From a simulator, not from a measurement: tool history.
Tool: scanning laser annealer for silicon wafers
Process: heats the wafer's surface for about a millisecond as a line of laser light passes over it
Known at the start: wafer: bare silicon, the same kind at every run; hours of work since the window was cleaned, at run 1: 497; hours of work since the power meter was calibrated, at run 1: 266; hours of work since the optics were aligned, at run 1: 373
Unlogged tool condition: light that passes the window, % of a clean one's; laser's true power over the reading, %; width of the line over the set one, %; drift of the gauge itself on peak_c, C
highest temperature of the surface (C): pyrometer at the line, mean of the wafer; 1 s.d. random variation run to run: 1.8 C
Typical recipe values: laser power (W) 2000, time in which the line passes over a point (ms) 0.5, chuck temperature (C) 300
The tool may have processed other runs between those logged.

run   hour  laser power (W)  time in which the line passes over a point (ms)  chuck temperature (C)  hours of work since the window was cleaned  hours of work since the power meter was calibrated  hours of work since the optics were aligned  highest temperature of the surface (C)
  1      0             2000                                              0.5                    300                                         497                                                 266                                          373                                     996
  2      8             2000                                              0.5                    300                                         502                                                 272                                          378                                     994
  3     23             2007                                              0.5                    300                                         512                                                 282                                          388                                     997
  4   33.7             2007                                              0.5                    300                                         520                                                 289                                          396                                     998
  5     50             2007                                              0.5                    300                                         531                                                 300                                          407                                     999
  6   65.4             2007                                              0.5                    300                                         541                                                 311                                          417                                     997
  7   77.5             1946                                              0.5                    300                                         549                                                 319                                          425                                     970
  8   87.1             1946                                              0.5                    316                                         556                                                 325                                          432                                     983
  9  101.4             2083                                              0.5                    300                                         566                                                 335                                          441                                    1023
 10  117.1             2083                                              0.5                    300                                         576                                                 346                                          452                                    1022
 11  126.1             2083                                              0.5                    300                                         582                                                 352                                          458                                    1020
 12  134.2             1905                                              0.5                    300                                         588                                                 357                                          464                                     947
 13  149.8             1905                                            0.508                    278                                         598                                                 368                                          474                                     932
 14  168.7             2114                                            0.591                    297                                         611                                                 381                                          487                                    1088
 15  180.7             2167                                            0.499                    326                                         619                                                 389                                          495                                    1081

Branching from run 15: 3 alternative next runs. What would each branch give?
  A   194             1719                                              0.5                    300                                         629                                                 398                                          504                                       ?
  B   194             1857                                            0.614                    320                                         629                                                 398                                          504                                       ?
  C   194             1724                                            0.606                    284                                         629                                                 398                                          504                                       ?

run  highest temperature of the surface (C)
  A                                     872
  B                                    1008
  C                                     909
Without the tool's unlogged condition, the same runs would have read:
run  highest temperature of the surface (C)
  A                                     919
  B                                    1065
  C                                     960
